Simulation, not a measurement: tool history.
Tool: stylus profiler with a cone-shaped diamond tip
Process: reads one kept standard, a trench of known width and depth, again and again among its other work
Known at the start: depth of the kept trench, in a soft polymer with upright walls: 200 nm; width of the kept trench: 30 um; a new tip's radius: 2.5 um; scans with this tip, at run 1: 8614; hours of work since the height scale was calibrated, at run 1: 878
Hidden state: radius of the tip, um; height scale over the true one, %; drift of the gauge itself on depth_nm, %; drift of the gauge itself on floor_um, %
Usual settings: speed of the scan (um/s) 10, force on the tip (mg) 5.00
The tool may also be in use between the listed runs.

run,hour,speed of the scan (um/s),force on the tip (mg),scans with this tip,hours of work since the height scale was calibrated,depth of the trench (Å),width of the trench's floor (nm)
1,0.0,10,5.00,8614,878,2029.5,26820
2,30.3,10,5.00,8772,894,2027.7,26840
3,58.2,10,5.00,8916,909,2028.8,26870
4,101.3,8,5.00,9140,932,2029.3,26770
5,145.0,8,5.00,9366,955,2028.9,26700
# hour 147.8: height scale calibrated on a step standard
6,166.4,8,5.00,9474,10,2029.2,26770
7,199.7,8,5.00,9647,27,2028.0,26760
8,235.4,8,5.00,9832,46,2027.4,26670
# hour 243.5: new tip fitted, height scale calibrated
9,280.8,4,5.00,194,20,2036.5,28060
# hour 325.5: height scale calibrated on a step standard, once more
10,328.5,3,10.47,438,2,2057.9,28030
11,359.2,6,5.00,598,18,2033.2,27950
12,390.3,3,4.81,759,34,2034.1,27900
13,435.1,11,11.29,991,58,2058.5,27850
14,459.3,30,3.22,1117,71,2025.9,27870
15,484.9,4,2.56,1249,84,2020.1,27830
16,520.3,4,7.46,1433,103,2045.7,27860
17,567.2,34,5.34,1676,128,2035.3,27780
18,609.5,2,7.82,1895,150,2046.4,27800

Hidden state at the last listed run before each entry between runs and at the first one after, where it differs:
Between runs 5 and 6: height scale calibrated on a step standard (hour 147.8)
  radius of the tip, um: 6.64 -> 6.69; height scale over the true one, %: -0.327 -> -0.368
  measured less the result without the state, depth of the trench (Å): -6.6 -> -7.5; width of the trench's floor (nm): -1270 -> -1280
Between runs 8 and 9: new tip fitted, height scale calibrated (hour 243.5)
  radius of the tip, um: 6.85 -> 2.51; height scale over the true one, %: -0.382 -> -0.001
  measured less the result without the state, depth of the trench (Å): -7.8 -> +0.0; width of the trench's floor (nm): -1320 -> -10
Between runs 9 and 10: height scale calibrated on a step standard, once more (hour 325.5)
  radius of the tip, um: 2.51 -> 2.62; height scale over the true one, %: -0.001 -> -0.036
  measured less the result without the state, depth of the trench (Å): +0.0 -> -0.7; width of the trench's floor (nm): -10 -> -40

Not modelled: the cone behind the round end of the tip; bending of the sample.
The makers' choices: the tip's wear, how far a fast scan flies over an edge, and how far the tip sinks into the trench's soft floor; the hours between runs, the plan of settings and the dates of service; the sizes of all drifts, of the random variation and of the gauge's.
